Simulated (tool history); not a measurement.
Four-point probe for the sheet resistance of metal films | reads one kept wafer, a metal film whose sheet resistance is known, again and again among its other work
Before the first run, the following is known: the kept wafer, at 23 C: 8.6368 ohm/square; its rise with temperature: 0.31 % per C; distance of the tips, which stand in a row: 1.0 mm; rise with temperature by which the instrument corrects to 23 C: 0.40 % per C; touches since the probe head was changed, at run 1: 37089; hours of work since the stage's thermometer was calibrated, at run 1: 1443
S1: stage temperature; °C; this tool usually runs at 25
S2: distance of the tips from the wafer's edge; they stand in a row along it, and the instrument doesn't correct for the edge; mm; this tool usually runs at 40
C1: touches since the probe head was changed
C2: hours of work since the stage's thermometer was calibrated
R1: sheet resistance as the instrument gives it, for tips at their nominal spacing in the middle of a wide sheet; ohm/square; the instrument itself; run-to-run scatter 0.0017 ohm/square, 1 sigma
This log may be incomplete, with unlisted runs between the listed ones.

run 1 hour=0 | S1=25 S2=40 | C1=37089 C2=1443 | R1=8.624631
run 2 hour=17.4 | S1=25 S2=40 | C1=37854 C2=1453 | R1=8.623695
run 3 hour=38.4 | S1=26 S2=40 | C1=38781 C2=1466 | R1=8.618623
run 4 hour=61.8 | S1=26 S2=40 | C1=39810 C2=1479 | R1=8.617214
run 5 hour=84.5 | S1=26 S2=40 | C1=40814 C2=1493 | R1=8.61629
run 6 hour=105.3 | S1=26 S2=40 | C1=41730 C2=1506 | R1=8.616447
run 7 hour=127.5 | S1=25 S2=40 | C1=42705 C2=1519 | R1=8.625191
run 8 hour=142.6 | S1=25 S2=8 | C1=43373 C2=1528 | R1=8.695561
run 9 hour=165 | S1=25 S2=8 | C1=44359 C2=1541 | R1=8.69392
run 10 hour=185 | S1=25 S2=8 | C1=45241 C2=1553 | R1=8.695459
run 11 hour=199.5 | S1=25 S2=8 | C1=45878 C2=1562 | R1=8.693418
run 12 hour=210.6 | S1=25 S2=4 | C1=46368 C2=1568 | R1=8.901535
run 13 hour=226.1 | S1=25 S2=4 | C1=47054 C2=1578 | R1=8.902978
run 14 hour=244.1 | S1=25 S2=40 | C1=47845 C2=1588 | R1=8.624561
run 15 hour=258.8 | S1=25 S2=40 | C1=48495 C2=1597 | R1=8.623815
run 16 hour=270.9 | S1=31 S2=40 | C1=49027 C2=1604 | R1=8.579677
run 17 hour=293.8 | S1=25 S2=4 | C1=50036 C2=1618 | R1=8.902621
run 18 hour=309 | S1=25 S2=40 | C1=50705 C2=1627 | R1=8.624081
run 19 hour=327.5 | S1=25 S2=40 | C1=51522 C2=1638 | R1=8.623874
run 20 hour=337.9 | S1=25 S2=40 | C1=51980 C2=1644 | R1=8.621141
run 21 hour=360.6 | S1=25 S2=40 | C1=52978 C2=1658 | R1=8.622836
run 22 hour=373.7 | S1=21 S2=40 | C1=53555 C2=1666 | R1=8.654235
run 23 hour=396.7 | S1=31 S2=26 | C1=54571 C2=1680 | R1=8.58341
run 24 hour=412 | S1=23 S2=26 | C1=55244 C2=1689 | R1=8.644256
run 25 hour=431.7 | S1=23 S2=26 | C1=56111 C2=1700 | R1=8.639894
run 26 hour=454.9 | S1=23 S2=26 | C1=57136 C2=1714 | R1=8.647012
run 27 hour=476.5 | S1=30 S2=15 | C1=58089 C2=1727 | R1=8.602846
run 28 hour=496 | S1=30 S2=15 | C1=58944 C2=1739 | R1=8.605225
run 29 hour=519.4 | S1=28 S2=21 | C1=59977 C2=1753 | R1=8.605712
run 30 hour=538.1 | S1=28 S2=21 | C1=60802 C2=1764 | R1=8.609536
run 31 hour=550.8 | S1=28 S2=21 | C1=61361 C2=1772 | R1=8.61266
run 32 hour=569.8 | S1=29 S2=35 | C1=62197 C2=1783 | R1=8.597023
run 33 hour=586 | S1=25 S2=25 | C1=62914 C2=1793 | R1=8.630121
run 34 hour=605.3 | S1=25 S2=25 | C1=63764 C2=1804 | R1=8.629338
run 35 hour=625.1 | S1=25 S2=25 | C1=64634 C2=1816 | R1=8.629194
run 36 hour=646.7 | S1=34 S2=4 | C1=65588 C2=1829 | R1=8.831458
run 37 hour=659 | S1=25 S2=46 | C1=66131 C2=1836 | R1=8.625555
run 38 hour=678 | S1=25 S2=46 | C1=66968 C2=1848 | R1=8.624604
run 39 hour=689.1 | S1=25 S2=19 | C1=67456 C2=1854 | R1=8.633245
run 40 hour=708.5 | S1=27 S2=36 | C1=68309 C2=1866 | R1=8.610048
run 41 hour=723.1 | S1=23 S2=22 | C1=68955 C2=1875 | R1=8.644716
run 42 hour=736.7 | S1=28 S2=37 | C1=69555 C2=1883 | R1=8.602859
run 43 hour=750.5 | S1=32 S2=17 | C1=70163 C2=1891 | R1=8.584434
run 44 hour=771.5 | S1=22 S2=3 | C1=71087 C2=1904 | R1=9.130444

Forecast each of these 4 alternatives for the next run:
run A hour=795.4 | S1=23 S2=22 | C1=72142 C2=1918 | R1=?
run B hour=795.4 | S1=22 S2=38 | C1=72142 C2=1918 | R1=?
run C hour=795.4 | S1=31 S2=7 | C1=72142 C2=1918 | R1=?
run D hour=795.4 | S1=25 S2=40 | C1=72142 C2=1918 | R1=?

run=A R1=8.646949
run=B R1=8.645643
run=C R1=8.672244
run=D R1=8.625382
With the hidden condition removed and each run's random variation left untouched, the same runs would have given:
run=A R1=8.646922
run=B R1=8.645618
run=C R1=8.672212
run=D R1=8.625354
